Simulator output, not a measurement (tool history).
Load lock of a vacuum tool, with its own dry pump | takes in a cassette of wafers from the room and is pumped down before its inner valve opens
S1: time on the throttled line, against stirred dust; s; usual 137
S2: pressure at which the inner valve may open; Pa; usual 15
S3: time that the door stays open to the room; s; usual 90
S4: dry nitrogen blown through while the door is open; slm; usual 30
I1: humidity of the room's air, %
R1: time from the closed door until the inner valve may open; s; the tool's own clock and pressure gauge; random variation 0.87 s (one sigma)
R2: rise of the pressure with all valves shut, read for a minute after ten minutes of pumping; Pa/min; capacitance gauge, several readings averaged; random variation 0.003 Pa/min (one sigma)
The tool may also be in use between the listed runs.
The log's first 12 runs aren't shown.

| run | day | S1 | S2 | S3 | S4 | I1 | R1 | R2 |
|---|---|---|---|---|---|---|---|---|
| 13 | 52.738 | 137 | 11 | 90 | 30 | 42.3 | 196.4 | 0.436 |
| 14 | 57.654 | 137 | 11 | 90 | 30 | 42.3 | 197.4 | 0.445 |
| 15 | 62.554 | 137 | 15 | 37 | 30 | 48.3 | 195.7 | 0.446 |
| 16 | 68.742 | 137 | 15 | 37 | 30 | 41.4 | 195.4 | 0.462 |
| 17 | 72.008 | 137 | 15 | 37 | 30 | 45.3 | 195.1 | 0.479 |
| 18 | 78.746 | 137 | 15 | 37 | 30 | 45.6 | 195.1 | 0.499 |
| 19 | 82.350 | 72 | 15 | 125 | 15 | 48.1 | 139.7 | 0.531 |
| 20 | 88.754 | 142 | 25 | 125 | 15 | 45.5 | 193.5 | 0.552 |
| 21 | 92.658 | 142 | 25 | 125 | 15 | 44.6 | 194.0 | 0.569 |
| 22 | 99.525 | 142 | 25 | 125 | 15 | 45.3 | 196.0 | 0.580 |
| 23 | 104.817 | 136 | 25 | 125 | 35 | 42.0 | 189.4 | 0.586 |
| 24 | 109.646 | 136 | 25 | 125 | 35 | 46.5 | 191.2 | 0.586 |
| 25 | 114.512 | 137 | 19 | 90 | 27 | 45.8 | 194.3 | 0.620 |
| 26 | 117.400 | 103 | 15 | 49 | 7 | 43.2 | 166.2 | 0.620 |
| 27 | 121.375 | 103 | 15 | 49 | 7 | 41.2 | 166.9 | 0.637 |
| 28 | 127.500 | 103 | 15 | 49 | 7 | 43.8 | 166.5 | 0.658 |
| 29 | 132.596 | 137 | 15 | 185 | 30 | 44.1 | 194.8 | 0.672 |
| 30 | 136.121 | 137 | 15 | 228 | 5 | 44.8 | 195.1 | 0.738 |
| 31 | 141.638 | 137 | 15 | 228 | 5 | 44.9 | 196.0 | 0.754 |
|  | 145.946 | door's seal changed, seat wiped |
| 32 | 147.958 | 94 | 15 | 162 | 30 | 46.6 | 159.9 | 0.049 |
| 33 | 154.425 | 137 | 27 | 90 | 41 | 44.8 | 189.7 | 0.035 |
| 34 | 158.325 | 137 | 15 | 90 | 5 | 46.9 | 195.1 | 0.059 |

Run 35 comes next. What will it give?
| 35 | 163.250 | 137 | 24 | 181 | 30 | 45.4 | ? | ? |

{"run 35": {"R1": 192.0, "R2": 0.057}}
Without the tool's hidden state the same run would have given R1 189.5 s, R2 0.045 Pa/min.

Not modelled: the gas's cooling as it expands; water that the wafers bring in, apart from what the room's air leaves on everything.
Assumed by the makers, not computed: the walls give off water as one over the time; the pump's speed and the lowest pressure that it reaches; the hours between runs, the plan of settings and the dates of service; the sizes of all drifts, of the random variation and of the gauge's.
